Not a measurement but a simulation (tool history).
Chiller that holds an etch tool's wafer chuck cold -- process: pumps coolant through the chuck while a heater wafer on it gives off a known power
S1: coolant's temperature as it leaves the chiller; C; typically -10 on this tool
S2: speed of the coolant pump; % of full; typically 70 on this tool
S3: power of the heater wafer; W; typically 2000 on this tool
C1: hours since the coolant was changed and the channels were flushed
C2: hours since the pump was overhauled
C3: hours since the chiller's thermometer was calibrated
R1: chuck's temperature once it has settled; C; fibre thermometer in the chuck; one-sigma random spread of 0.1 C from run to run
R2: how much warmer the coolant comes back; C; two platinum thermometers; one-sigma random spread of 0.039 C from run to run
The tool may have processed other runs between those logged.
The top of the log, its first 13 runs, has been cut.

run 14 hour=883.2 | S1=-5 S2=70 S3=2544 | C1=3792 C2=3366 C3=3445 | R1=19 R2=10.72
run 15 hour=965.4 | S1=-5 S2=70 S3=2544 | C1=3874 C2=3449 C3=3528 | R1=19 R2=10.79
run 16 hour=1008.3 | S1=-5 S2=70 S3=2544 | C1=3917 C2=3491 C3=3570 | R1=18.8 R2=10.86
run 17 hour=1071.7 | S1=-5 S2=70 S3=2544 | C1=3981 C2=3555 C3=3634 | R1=18.8 R2=10.97
run 18 hour=1131.5 | S1=-5 S2=70 S3=2544 | C1=4040 C2=3615 C3=3694 | R1=18.9 R2=10.88
run 19 hour=1169.7 | S1=-5 S2=70 S3=2544 | C1=4079 C2=3653 C3=3732 | R1=19 R2=11
run 20 hour=1255.8 | S1=-5 S2=70 S3=1422 | C1=4165 C2=3739 C3=3818 | R1=8.4 R2=6.27
run 21 hour=1306.5 | S1=-5 S2=70 S3=1422 | C1=4215 C2=3790 C3=3869 | R1=8.3 R2=6.28

Run 22, settings as shown, results not yet in. Your forecast:
run 22 hour=1392.2 | S1=-5 S2=70 S3=1422 | C1=4301 C2=3875 C3=3954 | R1=? R2=?

R1: 8.4 C
R2: 6.32 C
On a tool with no hidden condition, and with the same random variation, this run would have come out at R1 8.4 C, R2 5.98 C.
